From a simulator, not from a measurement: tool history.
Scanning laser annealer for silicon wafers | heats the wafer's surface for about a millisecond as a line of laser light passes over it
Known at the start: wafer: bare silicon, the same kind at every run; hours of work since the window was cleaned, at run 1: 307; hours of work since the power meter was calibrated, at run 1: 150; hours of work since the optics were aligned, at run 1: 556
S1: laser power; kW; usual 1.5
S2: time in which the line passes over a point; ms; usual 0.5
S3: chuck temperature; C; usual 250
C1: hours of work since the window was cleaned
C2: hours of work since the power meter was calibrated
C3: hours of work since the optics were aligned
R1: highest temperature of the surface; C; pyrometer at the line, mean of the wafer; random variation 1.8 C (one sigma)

run	hour	S1	S2	S3	C1	C2	C3	R1
1	0	1.5	0.5	250	307	150	556	1000
2	6.4	1.5	0.435	250	310	154	559	952
3	12.2	1.5	0.435	250	313	156	562	948
4	20	1.5	0.435	250	317	160	565	952
5	26.1	1.5	0.435	268	320	163	568	969
6	35.9	1.5	0.435	268	325	168	573	970
7	41.1	1.5	0.435	268	328	171	576	967
8	51.1	1.5	0.435	268	333	176	581	970
9	57.5	1.5	0.5	245	336	179	584	995
10	63.8	1.5	0.502	250	339	182	587	1000
11	71.5	1.5	0.502	250	343	186	591	1002
12	80	1.5	0.559	250	347	190	595	1040
13	86.3	1.5	0.559	250	350	193	598	1042
# hour 92: optics aligned, line set to its width
14	100.3	1.5	0.559	250	354	198	4	1038
15	105.7	1.5	0.603	250	357	200	7	1072
16	115.2	1.5	0.603	250	362	205	12	1071
17	122.2	1.5	0.5	250	365	209	15	995
18	133.6	1.5	0.5	250	371	214	21	997
19	141	1.5	0.5	250	375	218	24	994
20	150.3	1.5	0.5	277	379	222	29	1022
# hour 158.6: optics aligned, line set to its width, once more
21	164.1	1.5	0.5	277	384	227	3	1029
22	175.2	1.5	0.5	277	389	232	8	1028
23	184	1.5	0.5	277	394	237	13	1029
24	191.8	1.5	0.5	277	397	241	16	1028
25	199	1.5	0.5	277	401	244	20	1029
26	207.3	1.615	0.545	235	405	248	24	1078
27	217.9	1.313	0.438	235	410	254	29	855
28	225.5	1.44	0.438	229	414	257	33	903
29	234.3	1.5	0.5	271	418	262	38	1023
30	244.8	1.535	0.5	271	424	267	43	1039
31	256	1.535	0.5	271	429	272	48	1036
32	261.6	1.535	0.5	271	432	275	51	1037
33	269.8	1.535	0.5	271	436	279	55	1034
34	279.4	1.535	0.5	271	441	284	60	1034
35	291.2	1.5	0.5	235	447	290	66	978
36	300.3	1.283	0.355	280	451	294	70	823
37	308.5	1.283	0.355	280	455	299	74	822
38	316.8	1.5	0.548	228	459	303	79	1008
39	326.8	1.554	0.382	250	464	308	83	924
40	335.7	1.356	0.387	277	469	312	88	874

The same runs without the tool's hidden state, with the same run-to-run variation:
The hidden state here: light that passes the window, % of a clean one's; laser's true power over the reading, %; width of the line over the set one, %; drift of the gauge itself on peak_c, C.
run	R1
1	1029
2	979
3	975
4	980
5	997
6	999
7	995
8	999
9	1027
10	1032
11	1034
12	1075
13	1076
14	1075
15	1111
16	1110
17	1031
18	1034
19	1031
20	1059
21	1059
22	1058
23	1059
24	1058
25	1060
26	1113
27	881
28	932
29	1055
30	1072
31	1069
32	1071
33	1069
34	1069
35	1013
36	848
37	848
38	1045
39	956
40	903

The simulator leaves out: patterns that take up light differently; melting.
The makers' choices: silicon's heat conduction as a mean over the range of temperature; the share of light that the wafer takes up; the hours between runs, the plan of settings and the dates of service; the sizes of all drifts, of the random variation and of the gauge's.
